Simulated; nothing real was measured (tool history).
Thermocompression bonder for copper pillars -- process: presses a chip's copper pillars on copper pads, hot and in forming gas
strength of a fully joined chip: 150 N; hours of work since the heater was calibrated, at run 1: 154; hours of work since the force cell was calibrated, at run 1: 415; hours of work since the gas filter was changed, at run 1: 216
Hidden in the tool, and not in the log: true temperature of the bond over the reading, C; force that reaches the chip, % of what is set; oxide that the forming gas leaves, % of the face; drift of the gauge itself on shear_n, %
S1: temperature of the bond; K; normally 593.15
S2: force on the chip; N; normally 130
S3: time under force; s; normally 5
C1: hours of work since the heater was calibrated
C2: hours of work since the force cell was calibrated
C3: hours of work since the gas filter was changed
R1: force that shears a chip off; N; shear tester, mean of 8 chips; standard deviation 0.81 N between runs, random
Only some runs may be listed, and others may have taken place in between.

run   hour      S1   S2  S3   C1   C2   C3     R1
  1    0.0  593.15  130   5  154  415  216   68.6
  2   11.9  593.15  130   5  160  420  222   69.9
  3   23.3  593.15  130   5  165  426  227   70.1
  4   30.8  593.15  130   3  168  429  230   56.2
  5   42.2  619.15  130   3  174  434  236   76.8
  6   48.7  619.15  130   3  177  437  239   76.8
  7   60.5  593.15  130   5  182  443  244   67.3
  8   68.8  591.15  130   5  186  446  248   67.5
  9   78.9  593.15  130   5  190  451  253   69.0
 10   85.6  593.15  130   5  193  454  256   68.9
 11   97.1  616.15  146  13  199  459  261  120.1
 12  109.8  616.15  146  13  205  465  267  119.2
 13  117.4  616.15  146  13  208  469  270  121.0
 14  129.0  607.15  130   7  213  474  276   90.3
 15  137.4  582.15   88   7  217  478  279   45.2
 16  145.6  618.15  126   5  221  482  283   90.6
 17  154.5  587.15   87   5  225  486  287   40.6
 18  163.5  593.15  156  12  229  490  291  106.4
 19  169.9  593.15  156  12  232  493  294  104.1
 20  182.6  590.15   95  12  238  499  300   68.0

5 ways to go on from here, each from the tool as it stands after run 20. What would each give?
  A  195.9  590.15   95  11  244  505  306   ?
  B  195.9  593.15  194   5  244  505  306   ?
  C  195.9  590.15  122  13  244  505  306   ?
  D  195.9  618.15   82   4  244  505  306   ?
  E  195.9  592.15   86  11  244  505  306   ?

run    R1
  A  65.3
  B  97.1
  C  88.4
  D  52.5
  E  60.6
What these runs would have given with no unlogged condition in the tool:
run    R1
  A  65.5
  B  97.3
  C  88.6
  D  52.6
  E  60.8
